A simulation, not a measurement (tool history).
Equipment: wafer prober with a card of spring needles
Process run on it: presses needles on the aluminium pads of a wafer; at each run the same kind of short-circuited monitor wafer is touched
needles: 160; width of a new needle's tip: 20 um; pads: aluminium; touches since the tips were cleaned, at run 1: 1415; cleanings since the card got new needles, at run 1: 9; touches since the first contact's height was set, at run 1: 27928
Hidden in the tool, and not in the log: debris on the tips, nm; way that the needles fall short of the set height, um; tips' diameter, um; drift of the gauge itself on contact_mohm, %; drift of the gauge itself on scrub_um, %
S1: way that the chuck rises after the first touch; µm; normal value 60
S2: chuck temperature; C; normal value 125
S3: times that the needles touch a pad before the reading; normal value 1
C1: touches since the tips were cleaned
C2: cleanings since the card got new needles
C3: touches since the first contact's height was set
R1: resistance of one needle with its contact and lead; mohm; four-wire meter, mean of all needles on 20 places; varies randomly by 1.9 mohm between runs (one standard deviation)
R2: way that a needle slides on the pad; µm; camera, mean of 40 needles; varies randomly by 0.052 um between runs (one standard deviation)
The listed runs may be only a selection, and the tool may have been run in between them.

run,day,S1,S2,S3,C1,C2,C3,R1,R2
1,0,60,125,1,1415,9,27928,208,13.39
# day 0.088: tips cleaned on abrasive film
# day 0.3: tips cleaned on abrasive film
# day 0.517: tips cleaned on abrasive film
# day 0.688: tips cleaned on abrasive film
2,0.825,60,125,1,2161,13,40573,213,13.25
# day 0.871: tips cleaned on abrasive film
# day 1.083: tips cleaned on abrasive film
# day 1.3: tips cleaned on abrasive film
# day 1.471: tips cleaned on abrasive film
3,1.533,60,92,1,1010,17,51425,200,13.12
# day 1.662: tips cleaned on abrasive film
# day 1.838: tips cleaned on abrasive film
# day 2.046: tips cleaned on abrasive film
4,2.05,60,92,1,35,20,59299,200,13.05
# day 2.221: tips cleaned on abrasive film
# day 2.392: tips cleaned on abrasive film, once more
5,2.558,60,125,1,2547,22,67096,215,13.12
# day 2.604: tips cleaned on abrasive film
# day 2.817: tips cleaned on abrasive film
# day 2.988: tips cleaned on abrasive film
6,3.025,60,28,1,586,25,74244,189,13.07
# day 3.196: tips cleaned on abrasive film
# day 3.371: tips cleaned on abrasive film
# day 3.542: tips cleaned on abrasive film
# day 3.754: tips cleaned on abrasive film
7,3.808,60,28,1,808,29,86207,191,12.96
# day 3.938: tips cleaned on abrasive film
# day 4.15: tips cleaned on abrasive film
# day 4.321: tips cleaned on abrasive film
8,4.325,60,28,1,67,32,94147,182,12.9
# day 4.5: tips cleaned on abrasive film
# day 4.712: tips cleaned on abrasive film
9,4.733,60,53,1,331,34,100384,194,12.91
# day 4.904: tips cleaned on abrasive film
# day 5.075: tips cleaned on abrasive film
# day 5.292: tips cleaned on abrasive film
# day 5.462: tips cleaned on abrasive film
10,5.604,60,53,1,2211,38,113750,199,12.95
# day 5.65: tips cleaned on abrasive film
# day 5.862: tips cleaned on abrasive film
# day 6.033: tips cleaned on abrasive film
# day 6.171: height of the first contact set anew
# day 6.258: tips cleaned on abrasive film
# day 6.475: tips cleaned on abrasive film
11,6.512,60,53,1,634,43,5227,193,13.39
# day 6.688: tips cleaned on abrasive film
# day 6.858: tips cleaned on abrasive film
# day 7.029: tips cleaned on abrasive film
12,7.058,60,53,1,456,46,13557,192,13.39
# day 7.229: tips cleaned on abrasive film
# day 7.404: tips cleaned on abrasive film
# day 7.617: tips cleaned on abrasive film
13,7.775,60,53,1,2515,49,24603,203,13.32
# day 7.821: tips cleaned on abrasive film
# day 7.996: tips cleaned on abrasive film
# day 8.167: tips cleaned on abrasive film
# day 8.354: tips cleaned on abrasive film
14,8.354,73,78,1,0,53,33407,195,16.2
# day 8.529: tips cleaned on abrasive film
# day 8.742: tips cleaned on abrasive film
# day 8.954: tips cleaned on abrasive film
# day 9.125: tips cleaned on abrasive film
# day 9.342: tips cleaned on abrasive film
15,9.362,73,78,1,348,58,48847,194,16.09
# day 9.533: tips cleaned on abrasive film
# day 9.708: tips cleaned on abrasive film
# day 9.879: tips cleaned on abrasive film
# day 10.092: tips cleaned on abrasive film
16,10.142,68,60,2,758,62,60759,192,14.87
# day 10.271: tips cleaned on abrasive film
# day 10.442: tips cleaned on abrasive film
# day 10.612: tips cleaned on abrasive film
17,10.7,60,125,2,1335,65,69303,211,13.03
# day 10.788: tips cleaned on abrasive film
# day 11: tips cleaned on abrasive film
# day 11.171: tips cleaned on abrasive film
18,11.312,80,91,2,2199,68,78683,197,17.52
# day 11.358: tips cleaned on abrasive film
# day 11.571: tips cleaned on abrasive film
# day 11.783: tips cleaned on abrasive film
19,11.829,51,56,2,713,71,86614,195,10.93
# day 11.958: tips cleaned on abrasive film
# day 12.129: tips cleaned on abrasive film
# day 12.342: tips cleaned on abrasive film
20,12.488,70,27,1,2255,74,96700,192,15.18
# day 12.533: tips cleaned on abrasive film
# day 12.704: tips cleaned on abrasive film
# day 12.917: tips cleaned on abrasive film
# day 13.088: tips cleaned on abrasive film
# day 13.3: tips cleaned on abrasive film
21,13.433,58,28,1,2108,79,111206,201,12.44
# day 13.479: tips cleaned on abrasive film
# day 13.65: tips cleaned on abrasive film
# day 13.825: tips cleaned on abrasive film
22,13.892,57,66,1,1049,82,118159,200,12.14
# day 14.021: tips cleaned on abrasive film
# day 14.158: height of the first contact set anew
# day 14.246: tips cleaned on abrasive film
# day 14.458: tips cleaned on abrasive film
# day 14.675: tips cleaned on abrasive film
23,14.729,71,31,3,849,86,8722,181,15.88

Predict the results of run 24:
# day 14.858: tips cleaned on abrasive film
# day 15.029: tips cleaned on abrasive film
24,15.179,71,31,3,2324,88,15641,?,?

R1: 185 mohm
R2: 15.91 µm
The same run, on a tool lacking any hidden state, would have yielded R1 180 mohm, R2 15.99 µm.
